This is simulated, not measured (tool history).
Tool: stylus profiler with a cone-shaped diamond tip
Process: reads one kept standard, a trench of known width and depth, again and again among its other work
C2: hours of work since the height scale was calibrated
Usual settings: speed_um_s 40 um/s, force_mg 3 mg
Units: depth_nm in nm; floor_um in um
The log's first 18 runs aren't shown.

Run 19, hour 391.4: usual settings; scans with this tip 9888; C2 960. Result: depth_nm 203.39 nm, floor_um 98.08 um.
Run 20, hour 417.5: usual settings; scans with this tip 10088; C2 979. Result: depth_nm 203.42 nm, floor_um 98.11 um.
Run 21, hour 434.8: usual settings but speed_um_s 34 um/s; scans with this tip 10220; C2 992. Result: depth_nm 203.44 nm, floor_um 98.14 um.
Run 22, hour 460.4: usual settings but speed_um_s 34 um/s; scans with this tip 10416; C2 1011. Result: depth_nm 203.43 nm, floor_um 98.12 um.
Run 23, hour 483.2: usual settings; scans with this tip 10590; C2 1028. Result: depth_nm 203.42 nm, floor_um 98.13 um.
Run 24, hour 512.7: usual settings but force_mg 7.73 mg; scans with this tip 10816; C2 1050. Result: depth_nm 206.48 nm, floor_um 98.16 um.
Run 25, hour 524.9: usual settings but speed_um_s 111 um/s, force_mg 4.58 mg; scans with this tip 10910; C2 1059. Result: depth_nm 204.53 nm, floor_um 97.87 um.
Run 26, hour 552.9: usual settings but speed_um_s 111 um/s, force_mg 4.58 mg; scans with this tip 11124; C2 1079. Result: depth_nm 204.55 nm, floor_um 97.94 um.
Run 27, hour 583.2: usual settings but speed_um_s 102 um/s; scans with this tip 11356; C2 1102. Result: depth_nm 203.41 nm, floor_um 97.93 um.
Run 28, hour 612.6: usual settings but speed_um_s 102 um/s; scans with this tip 11582; C2 1124. Result: depth_nm 203.42 nm, floor_um 97.89 um.
Run 29, hour 627.7: usual settings but speed_um_s 14 um/s, force_mg 7.36 mg; scans with this tip 11697; C2 1135. Result: depth_nm 206.26 nm, floor_um 98.19 um.
At hour 631.5: height scale calibrated on a step standard.
Run 30, hour 658.5: usual settings but speed_um_s 123 um/s, force_mg 1.28 mg; scans with this tip 11930; C2 20. Result: depth_nm 201.95 nm, floor_um 97.61 um.
Run 31, hour 673.1: usual settings but force_mg 4.82 mg; scans with this tip 12042; C2 31. Result: depth_nm 204.75 nm, floor_um 98.09 um.
Run 32, hour 696.1: usual settings but speed_um_s 141 um/s, force_mg 2.38 mg; scans with this tip 12218; C2 48. Result: depth_nm 202.93 nm, floor_um 97.72 um.
Run 33, hour 717.6: usual settings but speed_um_s 20 um/s, force_mg 3.91 mg; scans with this tip 12382; C2 64. Result: depth_nm 204.09 nm, floor_um 98.19 um.
Run 34, hour 747.9: usual settings but speed_um_s 20 um/s, force_mg 3.91 mg; scans with this tip 12614; C2 87. Result: depth_nm 204.09 nm, floor_um 98.17 um.
Run 35, hour 768.2: usual settings but speed_um_s 20 um/s, force_mg 3.91 mg; scans with this tip 12769; C2 102. Result: depth_nm 204.11 nm, floor_um 98.18 um.
Run 36, hour 782.1: usual settings but speed_um_s 20 um/s, force_mg 3.91 mg; scans with this tip 12876; C2 112. Result: depth_nm 204.14 nm, floor_um 98.18 um.
Run 37, hour 797: usual settings but speed_um_s 108 um/s, force_mg 1.69 mg; scans with this tip 12990; C2 123. Result: depth_nm 202.35 nm, floor_um 97.72 um.
Run 38, hour 815.3: usual settings but speed_um_s 68 um/s, force_mg 2.05 mg; scans with this tip 13131; C2 137. Result: depth_nm 202.64 nm, floor_um 97.96 um.

Run 39 comes next. What will it give?
Run 39, hour 828.2: usual settings but speed_um_s 68 um/s, force_mg 2.05 mg; scans with this tip 13229; C2 146. Result: depth_nm ?, floor_um ?.

{"run 39": {"depth_nm": 202.67, "floor_um": 97.94}}
Without the tool's hidden state the same run would have given depth_nm 202.68 nm, floor_um 97.95 um.
